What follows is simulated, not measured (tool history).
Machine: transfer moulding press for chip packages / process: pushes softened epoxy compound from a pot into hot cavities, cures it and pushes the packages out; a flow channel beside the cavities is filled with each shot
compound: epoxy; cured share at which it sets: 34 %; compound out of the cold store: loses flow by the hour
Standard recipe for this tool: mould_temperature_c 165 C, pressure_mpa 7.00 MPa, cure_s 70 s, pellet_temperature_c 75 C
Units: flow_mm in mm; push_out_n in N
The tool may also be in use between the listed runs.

run	hour	mould_temperature_c	pressure_mpa	cure_s	pellet_temperature_c	incoming compound's hours out of the cold store	flow_mm	push_out_n
1	0.0	165	7.00	70	75	16.2	758	644
# hour 32.8: cavities cleaned with cleaning compound and waxed
2	52.9	165	7.00	70	71	17.7	753	702
# hour 79.9: cavities cleaned with cleaning compound and waxed
3	92.1	165	7.00	70	75	22.9	740	618
4	121.6	165	7.00	70	75	16.4	740	788
# hour 127.4: cavities cleaned with cleaning compound and waxed
5	167.0	165	7.00	70	75	10.6	753	811
# hour 175.1: cavities cleaned with cleaning compound and waxed
6	204.3	165	7.00	70	65	8.1	752	790
# hour 220.5: cavities cleaned with cleaning compound and waxed
7	247.0	165	7.00	70	65	18.8	728	711
# hour 265.7: cavities cleaned with cleaning compound and waxed
8	299.7	165	7.00	70	65	34.2	670	752
# hour 313.0: cavities cleaned with cleaning compound and waxed
9	339.8	165	7.00	66	75	35.8	664	783
# hour 360.0: cavities cleaned with cleaning compound and waxed
10	395.6	165	7.00	70	75	27.2	676	726
# hour 404.7: cavities cleaned with cleaning compound and waxed
11	431.0	165	7.00	70	85	38.8	646	688
# hour 452.0: cavities cleaned with cleaning compound and waxed
12	461.1	165	7.00	70	85	26.2	663	566
# hour 498.2: cavities cleaned with cleaning compound and waxed
13	510.9	165	7.00	70	85	19.5	670	615
# hour 529.2: plunger's sealing rings changed
14	541.1	165	7.00	70	85	34.6	710	723
# hour 547.6: cavities cleaned with cleaning compound and waxed
15	571.0	165	7.00	70	85	35.2	700	678
# hour 588.2: mould's thermocouples calibrated
# hour 595.9: cavities cleaned with cleaning compound and waxed
16	612.4	165	5.37	68	77	31.4	625	707
17	637.1	165	5.37	68	83	36.3	614	827
# hour 642.3: cavities cleaned with cleaning compound and waxed
18	668.3	168	5.37	68	83	27.2	626	623
# hour 687.7: cavities cleaned with cleaning compound and waxed
19	702.8	168	7.96	68	82	21.7	769	577
# hour 732.5: cavities cleaned with cleaning compound and waxed
20	732.5	168	7.96	68	82	31.6	730	461
# hour 778.0: cavities cleaned with cleaning compound and waxed
21	786.0	168	7.96	68	82	24.2	742	513
22	820.8	164	7.96	81	82	23.6	766	648
# hour 824.9: cavities cleaned with cleaning compound and waxed
23	848.6	165	7.00	70	76	33.8	684	682
# hour 871.3: cavities cleaned with cleaning compound and waxed
24	902.8	165	7.66	105	70	35.9	690	533
# hour 918.5: cavities cleaned with cleaning compound and waxed
25	935.5	160	6.97	56	67	39.1	667	1545
# hour 963.3: cavities cleaned with cleaning compound and waxed
26	968.7	160	6.97	88	81	13.0	716	496

For each run, the measured value with the value that run would have given without the tool's hidden condition subtracted. The run-to-run variation is shared by both, the gauge scatter possibly not:
Unlogged tool condition in this case: true mould temperature over the reading, C; pressure that reaches the compound, % of what is set; grip of the stained cavities, % over clean ones'; drift of the gauge itself on flow_mm, %; drift of the gauge itself on push_out_n, %.
run	flow_mm	push_out_n
1	-7	+100
2	-14	+177
3	-19	+114
4	-24	+268
5	-32	+266
6	-39	+228
7	-43	+191
8	-47	+224
9	-53	+210
10	-63	+222
11	-64	+178
12	-72	+65
13	-81	+94
14	-4	+231
15	-8	+164
16	-10	+162
17	-13	+296
18	-17	+171
19	-27	+129
20	-30	+8
21	-39	+62
22	-45	+230
23	-44	+178
24	-53	+166
25	-57	+307
26	-66	+50
